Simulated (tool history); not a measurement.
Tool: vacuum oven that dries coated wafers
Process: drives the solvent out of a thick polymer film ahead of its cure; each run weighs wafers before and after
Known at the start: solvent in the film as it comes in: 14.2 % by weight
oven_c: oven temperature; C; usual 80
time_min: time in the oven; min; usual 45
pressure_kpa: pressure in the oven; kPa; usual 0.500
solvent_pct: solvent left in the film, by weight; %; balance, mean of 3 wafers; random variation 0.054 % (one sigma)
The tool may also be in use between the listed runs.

run,hour,oven_c,time_min,pressure_kpa,solvent_pct
1,0.0,80,45,0.500,2.56
2,12.1,80,45,0.500,2.48
3,24.9,80,45,0.500,2.52
4,34.7,80,45,0.500,2.60
5,46.9,80,45,0.492,2.60
6,62.4,80,45,0.492,2.60
# hour 65.3: oven's thermocouples calibrated
7,77.3,74,57,1.430,3.14
8,95.3,89,36,0.500,1.94
9,111.1,93,47,0.765,0.81
10,128.4,87,42,0.765,1.73
# hour 136.9: oven's thermocouples calibrated, once more
11,141.6,89,75,0.975,0.46

5 ways to go on from here, each from the tool as it stands after run 11. What would each give?
A,151.6,92,68,0.477,?
B,151.6,71,67,0.383,?
C,151.6,68,41,1.138,?
D,151.6,93,75,0.436,?
E,151.6,80,45,0.707,?

run,solvent_pct
A,0.25
B,2.52
C,5.54
D,0.10
E,2.56
Without the tool's hidden state the same runs would have given:
run,solvent_pct
A,0.22
B,2.45
C,5.47
D,0.08
E,2.50
